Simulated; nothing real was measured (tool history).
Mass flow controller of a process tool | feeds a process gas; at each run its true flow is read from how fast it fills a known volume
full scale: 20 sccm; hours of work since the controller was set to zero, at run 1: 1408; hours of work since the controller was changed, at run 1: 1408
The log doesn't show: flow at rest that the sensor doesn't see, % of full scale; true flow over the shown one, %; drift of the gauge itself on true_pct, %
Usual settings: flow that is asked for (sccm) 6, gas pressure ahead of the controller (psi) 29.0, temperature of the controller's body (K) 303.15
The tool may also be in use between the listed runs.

run	day	flow that is asked for (sccm)	gas pressure ahead of the controller (psi)	temperature of the controller's body (K)	hours of work since the controller was set to zero	hours of work since the controller was changed	true flow (%)
1	0.000	6	29.0	303.15	1408	1408	100.30
2	2.783	6	30.0	303.15	1452	1452	100.22
3	4.333	6	30.0	303.15	1477	1477	100.33
4	6.642	6	22.2	303.15	1514	1514	100.76
5	9.567	6	22.2	303.15	1561	1561	100.83
6	11.571	6	22.2	303.15	1594	1594	100.84
7	14.346	6	29.0	297.15	1638	1638	101.24
8	15.854	6	29.0	297.15	1662	1662	101.24
9	17.288	5	29.0	303.15	1685	1685	100.87
10	19.379	5	29.0	303.15	1719	1719	100.86
11	21.904	5	29.0	303.15	1760	1760	100.86
12	23.546	6	35.8	303.15	1786	1786	100.52
13	25.342	6	35.8	303.15	1815	1815	100.41
14	28.438	6	35.8	303.15	1865	1865	100.53
15	29.983	6	35.8	303.15	1889	1889	100.45
16	32.638	6	29.0	303.15	1932	1932	100.82
17	35.625	6	29.0	303.15	1980	1980	100.92
18	37.558	6	29.0	306.15	2011	2011	100.60
19	39.225	6	29.0	294.15	2038	2038	102.06
20	42.304	6	35.8	294.15	2087	2087	101.64
21	45.292	6	21.5	303.15	2135	2135	101.50
22	47.783	6	21.5	303.15	2175	2175	101.51
23	49.679	6	29.0	295.15	2206	2206	102.13
24	51.996	6	29.0	295.15	2243	2243	102.13
25	54.867	3	29.0	311.15	2289	2289	101.90
26	57.950	3	29.0	311.15	2339	2339	101.94
27	61.292	18	32.2	304.15	2392	2392	100.54
28	62.942	18	32.2	304.15	2419	2419	100.62
29	64.888	18	32.2	304.15	2450	2450	100.62
30	67.929	5	29.0	303.15	2499	2499	101.88
31	70.567	2	29.4	303.15	2541	2541	104.93
32	72.442	16	29.0	295.15	2571	2571	101.81
33	75.017	2	23.2	303.15	2613	2613	105.26
34	76.938	2	30.5	296.15	2644	2644	105.85
35	79.279	2	30.5	296.15	2681	2681	105.83
36	82.354	2	30.5	296.15	2731	2731	106.01
37	85.538	3	22.2	296.15	2782	2782	104.75
38	88.567	2	29.0	298.15	2830	2830	106.03
39	91.854	17	32.1	305.15	2883	2883	100.92
40	95.221	8	26.0	303.15	2937	2937	101.73
41	98.533	8	26.0	303.15	2990	2990	101.90
42	100.142	7	38.4	298.15	3016	3016	102.03
43	101.596	5	32.5	298.15	3040	3040	102.95
44	103.683	6	22.5	299.15	3073	3073	103.01
45	106.712	6	22.5	305.15	3122	3122	102.24
46	109.092	3	34.7	310.15	3160	3160	103.32
47	112.550	3	34.7	310.15	3216	3216	103.23
48	115.183	3	34.7	310.15	3258	3258	103.44

3 ways to go on from here, each from the tool as it stands after run 48. What would each give?
A	118.446	3	33.1	310.15	3310	3310	?
B	118.446	6	24.4	305.15	3310	3310	?
C	118.446	4	32.6	303.15	3310	3310	?

run	true flow (%)
A	103.57
B	102.41
C	103.29
Without the tool's hidden state the same runs would have given:
run	true flow (%)
A	97.80
B	98.84
C	98.62

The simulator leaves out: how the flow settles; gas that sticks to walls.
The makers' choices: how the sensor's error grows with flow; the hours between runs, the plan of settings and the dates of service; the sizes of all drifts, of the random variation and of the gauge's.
